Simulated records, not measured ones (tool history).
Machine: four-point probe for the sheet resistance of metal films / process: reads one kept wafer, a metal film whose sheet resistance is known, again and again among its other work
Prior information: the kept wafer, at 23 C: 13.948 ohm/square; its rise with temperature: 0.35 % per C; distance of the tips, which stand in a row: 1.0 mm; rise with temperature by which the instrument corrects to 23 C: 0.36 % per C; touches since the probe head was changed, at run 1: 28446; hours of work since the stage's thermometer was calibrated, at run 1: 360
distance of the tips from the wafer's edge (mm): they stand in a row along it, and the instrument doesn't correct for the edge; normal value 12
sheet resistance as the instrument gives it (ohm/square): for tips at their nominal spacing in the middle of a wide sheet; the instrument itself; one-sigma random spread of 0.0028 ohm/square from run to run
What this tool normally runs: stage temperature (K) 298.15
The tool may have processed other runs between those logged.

| run | hour | stage temperature (K) | distance of the tips from the wafer's edge (mm) | touches since the probe head was changed | hours of work since the stage's thermometer was calibrated | sheet resistance as the instrument gives it (ohm/square) |
|---|---|---|---|---|---|---|
| 1 | 0.0 | 298.15 | 12 | 28446 | 360 | 14.010751 |
| 2 | 37.8 | 298.15 | 12 | 29646 | 375 | 14.017860 |
| 3 | 82.5 | 298.15 | 12 | 31070 | 393 | 14.016253 |
| 4 | 124.1 | 305.15 | 12 | 32389 | 409 | 14.007149 |
| 5 | 163.8 | 298.15 | 9 | 33653 | 425 | 14.060605 |
| 6 | 217.4 | 298.15 | 9 | 35356 | 447 | 14.061900 |
|  | 221.4 | stage's thermometer calibrated |
| 7 | 248.4 | 298.15 | 9 | 36326 | 11 | 14.067914 |
| 8 | 285.8 | 295.15 | 4 | 37514 | 26 | 14.432715 |
| 9 | 347.0 | 303.15 | 11 | 39460 | 50 | 14.032398 |
| 10 | 382.8 | 303.15 | 11 | 40595 | 65 | 14.035362 |

Some steps in sheet resistance as the instrument gives it (ohm/square) between neighbouring runs. How much of each would the tool show without its hidden state too (settings, what came in, random variation), and how much is left for the hidden state, with any gauge scatter that isn't in both results?
Hidden state at play: inner tips' distance over the nominal, %; tips' flats over new ones', %; wafer's true temperature over the reading, C; drift of the gauge itself on sheet_ohm, %.
Run 6 -> 7: stage's thermometer calibrated. sheet resistance as the instrument gives it (ohm/square) +0.006014: hidden state +0.003365, all else +0.002649.
Run 8 -> 9: stage temperature (K) 295.15 -> 303.15, distance of the tips from the wafer's edge (mm) 4 -> 11. sheet resistance as the instrument gives it (ohm/square) -0.400317: hidden state +0.001309, all else -0.401626.
